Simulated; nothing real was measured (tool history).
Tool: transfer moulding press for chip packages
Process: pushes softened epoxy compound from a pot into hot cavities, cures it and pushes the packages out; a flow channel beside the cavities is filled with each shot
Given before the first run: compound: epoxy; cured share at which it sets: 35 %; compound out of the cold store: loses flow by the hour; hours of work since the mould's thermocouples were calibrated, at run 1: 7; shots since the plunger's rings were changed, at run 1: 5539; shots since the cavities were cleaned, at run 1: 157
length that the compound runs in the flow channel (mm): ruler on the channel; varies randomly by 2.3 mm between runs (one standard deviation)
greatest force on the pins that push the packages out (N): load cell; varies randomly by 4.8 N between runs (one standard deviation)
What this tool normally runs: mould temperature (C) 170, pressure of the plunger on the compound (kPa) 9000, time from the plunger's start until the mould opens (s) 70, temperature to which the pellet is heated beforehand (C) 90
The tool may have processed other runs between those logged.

run,hour,mould temperature (C),pressure of the plunger on the compound (kPa),time from the plunger's start until the mould opens (s),temperature to which the pellet is heated beforehand (C),hours of work since the mould's thermocouples were calibrated,shots since the plunger's rings were changed,shots since the cavities were cleaned,incoming compound's hours out of the cold store,length that the compound runs in the flow channel (mm),greatest force on the pins that push the packages out (N)
1,0,170,9000,70,90,7,5539,157,27.3,664,232
2,25.3,170,9000,70,90,21,5837,455,37.5,645,252
3,48.2,170,8270,70,90,33,6107,725,20.4,651,272
# hour 53.5: cavities cleaned with cleaning compound and waxed
4,74,170,7070,70,90,47,6393,241,34,576,235
# hour 91.2: plunger's sealing rings changed
5,91.3,170,7070,70,90,55,1,416,24.9,624,252
6,111.8,170,7070,70,90,66,243,658,10.2,641,270
# hour 123.1: cavities cleaned with cleaning compound and waxed
7,136.4,170,7070,70,90,78,515,157,20.7,620,233
8,157.4,170,7070,70,90,90,763,405,43,590,245
9,176.5,170,7070,70,90,100,988,630,35.2,597,264
# hour 190.5: cavities cleaned with cleaning compound and waxed
10,201.5,170,9000,59,90,113,1264,129,12.2,716,330
11,222,170,9000,59,90,124,1507,372,9.3,718,376
12,246.9,170,9000,55,90,137,1799,664,25.4,683,469
# hour 258.7: cavities cleaned with cleaning compound and waxed
13,265.1,170,9000,55,90,147,1996,75,14.8,709,368
14,281.5,170,9000,70,93,155,2190,269,9.6,716,238
15,310.5,176,9000,70,90,171,2532,611,11.4,694,234
# hour 325.5: cavities cleaned with cleaning compound and waxed
16,332.1,176,9000,70,90,182,2769,78,46.3,631,187
17,354.2,176,9000,70,90,194,3029,338,33.2,651,213
# hour 358.2: mould's thermocouples calibrated
18,382.1,176,9710,70,98,13,3334,643,35,669,241
# hour 394.6: cavities cleaned with cleaning compound and waxed
19,412.4,176,9250,95,98,29,3674,210,8.8,699,189
20,440.7,176,9250,95,98,44,4008,544,11.2,700,217
21,456.5,176,6940,95,98,53,4194,730,16.7,594,230
# hour 462.2: cavities cleaned with cleaning compound and waxed
22,472.5,170,7010,91,90,60,4364,121,22.3,599,193
23,486.8,170,7010,91,90,68,4532,289,41.7,569,200
24,510.8,172,7010,65,90,81,4816,573,47.8,553,252
25,524,169,7310,63,83,88,4972,729,38.3,583,331

Estimate the outcome of run 26 from the log above:
# hour 528.6: cavities cleaned with cleaning compound and waxed
# hour 534.9: mould's thermocouples calibrated, once more
26,550.2,169,7310,63,83,8,5239,231,41.2,?,?

Run 26 measured length that the compound runs in the flow channel (mm) 579, greatest force on the pins that push the packages out (N) 306.
If the tool had no hidden condition, the same run with the same run-to-run variation would have returned length that the compound runs in the flow channel (mm) 604, greatest force on the pins that push the packages out (N) 272.
